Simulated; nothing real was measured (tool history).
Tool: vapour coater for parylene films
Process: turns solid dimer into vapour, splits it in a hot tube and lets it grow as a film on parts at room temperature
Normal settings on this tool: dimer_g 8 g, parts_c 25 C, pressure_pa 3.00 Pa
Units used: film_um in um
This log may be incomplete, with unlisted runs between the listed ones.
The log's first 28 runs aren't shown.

| run | hour | dimer_g | parts_c | pressure_pa | film_um |
|---|---|---|---|---|---|
| 29 | 911.7 | 8 | 20 | 3.00 | 1.49 |
| 30 | 936.2 | 5 | 32 | 3.00 | 0.56 |
| 31 | 969.3 | 5 | 32 | 3.00 | 0.58 |
| 32 | 989.0 | 7 | 32 | 6.53 | 0.70 |
| 33 | 1025.1 | 7 | 35 | 6.53 | 0.62 |
| 34 | 1055.9 | 8 | 18 | 3.00 | 1.61 |
| 35 | 1085.9 | 8 | 18 | 3.00 | 1.60 |
| 36 | 1129.5 | 8 | 34 | 11.31 | 0.65 |
| 37 | 1169.4 | 8 | 34 | 11.31 | 0.69 |
| 38 | 1212.0 | 5 | 28 | 11.35 | 0.57 |
| 39 | 1248.5 | 5 | 28 | 11.35 | 0.51 |
| 40 | 1268.0 | 5 | 17 | 3.00 | 1.01 |
| 41 | 1289.3 | 5 | 17 | 3.00 | 0.99 |
| 42 | 1308.0 | 8 | 34 | 3.00 | 0.78 |
| 43 | 1339.2 | 8 | 34 | 3.00 | 0.76 |

Each row is a separate what-if for the run after 43, all from the same tool condition, not one after another. Results?
| A | 1384.6 | 8 | 25 | 2.91 | ? |
| B | 1384.6 | 4 | 18 | 5.10 | ? |
| C | 1384.6 | 3 | 33 | 2.89 | ? |

| run | film_um |
|---|---|
| A | 1.14 |
| B | 0.71 |
| C | 0.29 |
The same runs, with their run-to-run variation unchanged, on a tool lacking any hidden condition would have given:
| run | film_um |
|---|---|
| A | 1.28 |
| B | 0.80 |
| C | 0.33 |
